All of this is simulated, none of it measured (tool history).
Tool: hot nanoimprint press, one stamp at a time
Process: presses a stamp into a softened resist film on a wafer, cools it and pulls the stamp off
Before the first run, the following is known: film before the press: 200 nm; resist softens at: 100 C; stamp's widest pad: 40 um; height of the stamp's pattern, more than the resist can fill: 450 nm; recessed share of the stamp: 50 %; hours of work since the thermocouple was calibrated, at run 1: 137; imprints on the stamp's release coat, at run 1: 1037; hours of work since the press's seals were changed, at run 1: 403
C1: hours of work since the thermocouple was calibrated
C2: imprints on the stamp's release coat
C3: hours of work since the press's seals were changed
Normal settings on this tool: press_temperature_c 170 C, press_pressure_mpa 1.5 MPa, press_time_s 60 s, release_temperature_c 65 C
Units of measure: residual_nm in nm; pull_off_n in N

run 1 hour=0 | press_temperature_c=170 press_pressure_mpa=1.5 press_time_s=60 release_temperature_c=65 | C1=137 C2=1037 C3=403 | residual_nm=114.9 pull_off_n=291
run 2 hour=27.7 | press_temperature_c=170 press_pressure_mpa=1.5 press_time_s=60 release_temperature_c=65 | C1=158 C2=1200 C3=425 | residual_nm=113.5 pull_off_n=312
run 3 hour=59.5 | press_temperature_c=170 press_pressure_mpa=1.5 press_time_s=60 release_temperature_c=65 | C1=183 C2=1387 C3=449 | residual_nm=114.3 pull_off_n=328
run 4 hour=72.8 | press_temperature_c=162 press_pressure_mpa=1.5 press_time_s=60 release_temperature_c=65 | C1=193 C2=1466 C3=460 | residual_nm=139.3 pull_off_n=334
run 5 hour=105.4 | press_temperature_c=170 press_pressure_mpa=1.5 press_time_s=60 release_temperature_c=65 | C1=219 C2=1658 C3=485 | residual_nm=111.9 pull_off_n=354
run 6 hour=122.4 | press_temperature_c=170 press_pressure_mpa=1.4 press_time_s=60 release_temperature_c=65 | C1=232 C2=1758 C3=498 | residual_nm=117.5 pull_off_n=355
run 7 hour=154.4 | press_temperature_c=170 press_pressure_mpa=1.4 press_time_s=60 release_temperature_c=65 | C1=257 C2=1946 C3=523 | residual_nm=116.5 pull_off_n=380
-- hour=163.2 stamp cleaned and given a new release coat
run 8 hour=186.8 | press_temperature_c=170 press_pressure_mpa=1.4 press_time_s=60 release_temperature_c=65 | C1=277 C2=138 C3=544 | residual_nm=116.1 pull_off_n=225
run 9 hour=210.8 | press_temperature_c=170 press_pressure_mpa=1.4 press_time_s=60 release_temperature_c=65 | C1=296 C2=280 C3=562 | residual_nm=117.1 pull_off_n=229
run 10 hour=243.3 | press_temperature_c=170 press_pressure_mpa=1.4 press_time_s=60 release_temperature_c=65 | C1=321 C2=471 C3=587 | residual_nm=115.1 pull_off_n=245
run 11 hour=263.1 | press_temperature_c=170 press_pressure_mpa=1.4 press_time_s=60 release_temperature_c=65 | C1=336 C2=588 C3=603 | residual_nm=115.9 pull_off_n=259
run 12 hour=280.3 | press_temperature_c=170 press_pressure_mpa=1.4 press_time_s=60 release_temperature_c=65 | C1=350 C2=689 C3=616 | residual_nm=114.3 pull_off_n=272
run 13 hour=298 | press_temperature_c=170 press_pressure_mpa=1.5 press_time_s=60 release_temperature_c=68 | C1=364 C2=793 C3=630 | residual_nm=112.4 pull_off_n=272
run 14 hour=311.9 | press_temperature_c=175 press_pressure_mpa=1.5 press_time_s=60 release_temperature_c=68 | C1=374 C2=875 C3=641 | residual_nm=97.6 pull_off_n=277
run 15 hour=329 | press_temperature_c=175 press_pressure_mpa=1.5 press_time_s=60 release_temperature_c=68 | C1=388 C2=975 C3=654 | residual_nm=97 pull_off_n=281
-- hour=336.7 plate thermocouple calibrated
run 16 hour=348.1 | press_temperature_c=163 press_pressure_mpa=1.12 press_time_s=60 release_temperature_c=68 | C1=9 C2=1071 C3=667 | residual_nm=147.1 pull_off_n=281
run 17 hour=364.5 | press_temperature_c=163 press_pressure_mpa=1.12 press_time_s=60 release_temperature_c=68 | C1=22 C2=1167 C3=679 | residual_nm=146.5 pull_off_n=288
run 18 hour=381.8 | press_temperature_c=170 press_pressure_mpa=1.12 press_time_s=65 release_temperature_c=71 | C1=35 C2=1269 C3=693 | residual_nm=121.4 pull_off_n=302
-- hour=400.9 plate thermocouple calibrated, once more
run 19 hour=402.7 | press_temperature_c=172 press_pressure_mpa=1.83 press_time_s=41 release_temperature_c=64 | C1=1 C2=1374 C3=707 | residual_nm=113.9 pull_off_n=325
run 20 hour=416.6 | press_temperature_c=178 press_pressure_mpa=2.2 press_time_s=41 release_temperature_c=67 | C1=12 C2=1456 C3=717 | residual_nm=86.7 pull_off_n=315
run 21 hour=433.9 | press_temperature_c=172 press_pressure_mpa=1.74 press_time_s=60 release_temperature_c=56 | C1=26 C2=1558 C3=731 | residual_nm=101.9 pull_off_n=371

For run 22, what comes out?
run 22 hour=458.5 | press_temperature_c=170 press_pressure_mpa=1.05 press_time_s=49 release_temperature_c=65 | C1=45 C2=1702 C3=750 | residual_nm=? pull_off_n=?

{"run 22": {"residual_nm": 142.7, "pull_off_n": 349}}
On a tool with no hidden condition, and with the same random variation, this run would have come out at residual_nm 141.7 nm, pull_off_n 213 N.
